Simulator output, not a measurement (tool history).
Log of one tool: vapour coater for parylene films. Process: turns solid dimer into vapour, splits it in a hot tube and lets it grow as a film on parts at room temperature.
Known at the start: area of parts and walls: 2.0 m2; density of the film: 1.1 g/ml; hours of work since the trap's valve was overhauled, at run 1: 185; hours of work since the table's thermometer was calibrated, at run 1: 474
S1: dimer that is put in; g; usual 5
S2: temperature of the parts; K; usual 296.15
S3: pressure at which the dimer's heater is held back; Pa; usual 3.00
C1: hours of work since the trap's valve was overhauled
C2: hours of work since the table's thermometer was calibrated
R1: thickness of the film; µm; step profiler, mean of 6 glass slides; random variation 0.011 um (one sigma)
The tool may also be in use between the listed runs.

run     day  S1      S2     S3   C1   C2    R1
  1   0.000   5  296.15   3.00  185  474  1.40
  2   0.946   5  296.15   3.00  200  490  1.37
  3   1.829   5  296.15   3.00  215  504  1.37
  4   3.012   5  296.15   3.00  234  523  1.37
      3.296  -- trap's valve overhauled
  5   3.842   5  296.15   3.00    9  534  1.50
  6   4.829   5  296.15   3.00   25  550  1.46
  7   5.912   5  291.15   3.00   42  567  1.65
  8   6.558   3  296.15   3.00   53  578  0.89
  9   7.617   4  296.15   3.00   70  595  1.15
 10   8.192   5  296.15   3.00   79  604  1.46
 11   8.808   5  296.15   3.00   89  614  1.44
 12   9.725   5  296.15   3.00  104  629  1.44
 13  10.650   5  296.15   3.00  119  644  1.42
 14  11.646   5  296.15   3.00  135  660  1.42
 15  12.296   5  296.15   3.00  145  670  1.41
     12.396  -- table's thermometer calibrated
 16  13.471   5  296.15   3.00  164   17  1.40
 17  14.200   3  291.15  10.02  175   29  0.75
 18  14.938   3  291.15  10.02  187   41  0.75
 19  15.662   9  298.15  10.02  199   53  1.88
 20  16.417   3  301.15   2.06  211   65  0.79
 21  17.342   4  302.15   2.59  226   80  0.98
     18.075  -- trap's valve overhauled
 22  18.388   4  302.15   2.35    5   94  1.07
     18.988  -- table's thermometer calibrated, once more
 23  19.567   5  295.15   3.00   23    9  1.51
 24  20.279   5  305.15   3.00   35   21  1.21
 25  21.396   7  296.15   3.00   53   39  2.03

Hidden state at the last listed run before each entry between runs and at the first one after, where it differs:
Between runs 4 and 5: trap's valve overhauled (day 3.296)
  vapour lost through the trap's worn valve, %: 7.9 -> 0.5
  measured less the result without the state, R1: -0.12 -> -0.01 µm
Between runs 15 and 16: table's thermometer calibrated (day 12.396)
  vapour lost through the trap's worn valve, %: 5.1 -> 5.7; true temperature of the parts over the reading, C: 0.2 -> 0.28
  measured less the result without the state, R1: -0.08 -> -0.10 µm
Between runs 21 and 22: trap's valve overhauled (day 18.075)
  vapour lost through the trap's worn valve, %: 7.9 -> 0.8
  measured less the result without the state, R1: -0.09 -> -0.02 µm
Between runs 22 and 23: table's thermometer calibrated, once more (day 18.988)
  vapour lost through the trap's worn valve, %: 0.8 -> 1.5; true temperature of the parts over the reading, C: 0.3 -> -0.14
  measured less the result without the state, R1: -0.02 -> -0.02 µm

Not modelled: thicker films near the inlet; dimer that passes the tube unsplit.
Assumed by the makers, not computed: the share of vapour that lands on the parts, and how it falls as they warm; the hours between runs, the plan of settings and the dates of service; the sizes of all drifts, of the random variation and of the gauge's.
